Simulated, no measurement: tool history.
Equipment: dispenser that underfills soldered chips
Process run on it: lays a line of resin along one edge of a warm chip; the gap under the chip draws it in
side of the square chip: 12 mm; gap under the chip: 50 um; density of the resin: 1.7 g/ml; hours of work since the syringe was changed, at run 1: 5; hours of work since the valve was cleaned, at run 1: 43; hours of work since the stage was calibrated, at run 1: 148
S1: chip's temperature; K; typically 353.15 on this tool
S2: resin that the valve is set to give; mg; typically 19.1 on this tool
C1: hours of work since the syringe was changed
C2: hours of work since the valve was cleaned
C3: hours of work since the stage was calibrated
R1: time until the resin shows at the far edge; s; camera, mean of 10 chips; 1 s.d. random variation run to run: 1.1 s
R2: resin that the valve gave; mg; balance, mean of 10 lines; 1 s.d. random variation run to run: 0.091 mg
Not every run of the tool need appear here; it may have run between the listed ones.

run   hour      S1    S2  C1   C2   C3     R1     R2
  1    0.0  353.15  19.1   5   43  148  136.7  18.88
       2.3  -- new syringe of resin
  2    7.4  353.15  19.1   3   48  152  129.2  18.75
  3   10.9  353.15  19.1   5   50  155  136.7  18.63
      12.3  -- new syringe of resin
  4   15.9  353.15  22.6   2   53  158  123.2  22.09
  5   19.7  353.15  22.6   5   55  160  135.6  22.01
      22.0  -- new syringe of resin
  6   28.4  353.15  22.6   4   61  165  127.8  22.09
      32.0  -- new syringe of resin
  7   35.5  353.15  16.4   2   65  169  130.0  15.94
      41.9  -- new syringe of resin
  8   43.4  353.15  19.1   1   70  174  121.8  18.49
  9   47.4  353.15  19.1   3   72  177  132.2  18.50
      51.7  -- new syringe of resin
 10   53.1  353.15  19.1   1   75  180  123.5  18.47
 11   60.0  356.15  19.1   5   80  184  123.4  18.33
      61.7  -- new syringe of resin
 12   67.8  356.15  23.6   4   84  189  112.6  22.64
      71.5  -- new syringe of resin
 13   71.7  356.15  23.6   0   87  191   99.0  22.68
 14   79.2  356.15  23.6   5   91  196  115.9  22.64
      81.4  -- new syringe of resin
 15   85.3  364.15  23.6   2   95  200   72.9  22.57
 16   88.8  364.15  23.6   5   97  202   78.8  22.67
      91.3  -- new syringe of resin
 17   93.5  364.15  23.6   1  100  204   71.9  22.68
 18   99.6  359.15  24.6   5  104  208  103.5  23.58
     100.9  -- new syringe of resin
 19  107.9  341.15  18.0   4  109  213  256.6  17.05
     110.7  -- new syringe of resin
 20  115.2  360.15  16.9   3  113  218   95.4  16.05
     120.4  -- new syringe of resin
 21  122.0  360.15  17.7   1  117  222   88.5  16.63
 22  126.0  360.15  17.7   3  120  224   96.3  16.83
     129.7  -- dispensing valve cleaned and set on the balance
     131.3  -- new syringe of resin
 23  135.6  341.15  18.8   3    3  229  243.1  18.95
 24  140.0  341.15  18.8   5    6  232  268.1  18.78
     141.3  -- new syringe of resin
 25  144.5  360.15  21.3   2    9  235   87.3  21.24

Forecast run 26:
     151.0  -- new syringe of resin
 26  152.9  360.15  21.3   1  14  240   ?   ?

Run 26 came out at R1 85.8 s, R2 21.03 mg.
On a tool with no hidden condition, and with the same random variation, this run would have come out at R1 78.9 s, R2 21.18 mg.
